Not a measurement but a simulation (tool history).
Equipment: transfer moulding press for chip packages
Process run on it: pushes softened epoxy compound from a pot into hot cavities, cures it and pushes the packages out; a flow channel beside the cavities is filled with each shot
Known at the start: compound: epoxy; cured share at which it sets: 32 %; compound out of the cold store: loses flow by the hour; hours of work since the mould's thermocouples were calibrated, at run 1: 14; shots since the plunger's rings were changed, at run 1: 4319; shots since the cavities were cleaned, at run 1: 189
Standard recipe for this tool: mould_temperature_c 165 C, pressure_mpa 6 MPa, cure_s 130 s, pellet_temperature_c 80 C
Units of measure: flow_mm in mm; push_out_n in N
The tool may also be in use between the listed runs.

run    hour  mould_temperature_c  pressure_mpa  cure_s  pellet_temperature_c  hours of work since the mould's thermocouples were calibrated  shots since the plunger's rings were changed  shots since the cavities were cleaned  incoming compound's hours out of the cold store  flow_mm  push_out_n
  1       0                  165             6     130                    80                                                             14                                          4319                                    189                                             18.2      503         355
  2    36.4                  165             6     130                    80                                                             34                                          4588                                    458                                             47.3      417         426
       43.3  -- cavities cleaned with cleaning compound and waxed
       58.6  -- plunger's sealing rings changed
  3      69                  165             6     130                    80                                                             50                                            77                                    172                                             42.7      456         355
  4   107.4                  165             6     130                    80                                                             71                                           362                                    457                                             26.5      492         423
      113.7  -- cavities cleaned with cleaning compound and waxed
  5   151.3                  165             6     130                    80                                                             94                                           676                                    279                                              8.7      563         383
      181.1  -- cavities cleaned with cleaning compound and waxed
  6   184.2                  165             6     130                    80                                                            111                                           909                                     23                                             24.4      502         323
  7   225.8                  165             6     130                    80                                                            134                                          1217                                    331                                             29.9      487         414
      247.2  -- cavities cleaned with cleaning compound and waxed
  8   268.7                  165             6     130                    80                                                            157                                          1525                                    160                                             30.5      475         357
      315.4  -- cavities cleaned with cleaning compound and waxed
  9   330.9                  165             6     130                    80                                                            190                                          1975                                    115                                             27.9      491         341
      338.9  -- mould's thermocouples calibrated
      385.1  -- cavities cleaned with cleaning compound and waxed
 10   386.2                  165             6     130                    80                                                             25                                          2359                                      8                                             47.9      428         291
 11   445.5                  165             6     130                    80                                                             58                                          2799                                    448                                             21.7      505         428
        451  -- cavities cleaned with cleaning compound and waxed
 12   489.2                  165          4.99     130                    80                                                             81                                          3112                                    283                                             29.9      431         397
      518.3  -- cavities cleaned with cleaning compound and waxed
 13   542.8                  165          4.71     130                    80                                                            110                                          3499                                    182                                             42.9      383         369
      569.7  -- mould's thermocouples calibrated, once more
      590.2  -- cavities cleaned with cleaning compound and waxed
 14   605.8                  165          4.71     130                    80                                                             19                                          3940                                    116                                             47.8      373         337
      659.8  -- cavities cleaned with cleaning compound and waxed
 15   665.5                  168          4.71     155                    80                                                             51                                          4372                                     43                                             12.2      459         304
      718.6  -- plunger's sealing rings changed
 16   718.8                  163          5.25     155                    85                                                             79                                             3                                    420                                             40.2      436         412
      730.2  -- cavities cleaned with cleaning compound and waxed
 17   764.9                  163          5.25     155                    85                                                            104                                           333                                    257                                             35.9      444         374
      799.5  -- cavities cleaned with cleaning compound and waxed
 18   819.6                  163          5.25     155                    85                                                            133                                           728                                    149                                               46      416         327
        869  -- cavities cleaned with cleaning compound and waxed
 19   869.8                  165          6.68     130                    77                                                            160                                          1089                                      6                                             33.8      494         303
 20     926                  165          4.55     147                    77                                                            190                                          1506                                    423                                             34.3      407         387
      937.7  -- cavities cleaned with cleaning compound and waxed
 21   972.4                  165             6     130                    74                                                            215                                          1839                                    257                                             20.7      510         390
     1006.6  -- cavities cleaned with cleaning compound and waxed
 22  1038.6                  160          7.33     117                    77                                                            251                                          2319                                    237                                             19.6      573         561
     1075.1  -- cavities cleaned with cleaning compound and waxed
 23  1083.1                  165          6.94     130                    80                                                            274                                          2638                                     59                                             37.1      487         323
     1141.2  -- cavities cleaned with cleaning compound and waxed
 24  1141.2                  165          4.84     130                    80                                                            306                                          3057                                      0                                             45.3      387         303
 25    1172                  165          4.84     130                    80                                                            322                                          3286                                    229                                               41      394         376
     1208.7  -- cavities cleaned with cleaning compound and waxed
 26  1217.6                  165          4.84     130                    80                                                            347                                          3613                                     66                                             15.2      463         348

Forecast each of these 4 alternatives for the next run:
     1278.6  -- cavities cleaned with cleaning compound and waxed
  A  1282.6                  170          5.39     159                    80                                                            382                                          4084                                     29                                             42.7        ?           ?
     1278.6  -- cavities cleaned with cleaning compound and waxed
  B  1282.6                  165             6     112                    87                                                            382                                          4084                                     29                                             45.2        ?           ?
     1278.6  -- cavities cleaned with cleaning compound and waxed
  C  1282.6                  166          5.27     130                    82                                                            382                                          4084                                     29                                             42.2        ?           ?
     1278.6  -- cavities cleaned with cleaning compound and waxed
  D  1282.6                  162          6.28     135                    80                                                            382                                          4084                                     29                                             25.4        ?           ?

run  flow_mm  push_out_n
  A      405         278
  B      429         359
  C      403         310
  D      501         335
The same runs, with their run-to-run variation unchanged, on a tool lacking any hidden condition would have given:
run  flow_mm  push_out_n
  A      427         268
  B      453         335
  C      426         295
  D      529         314
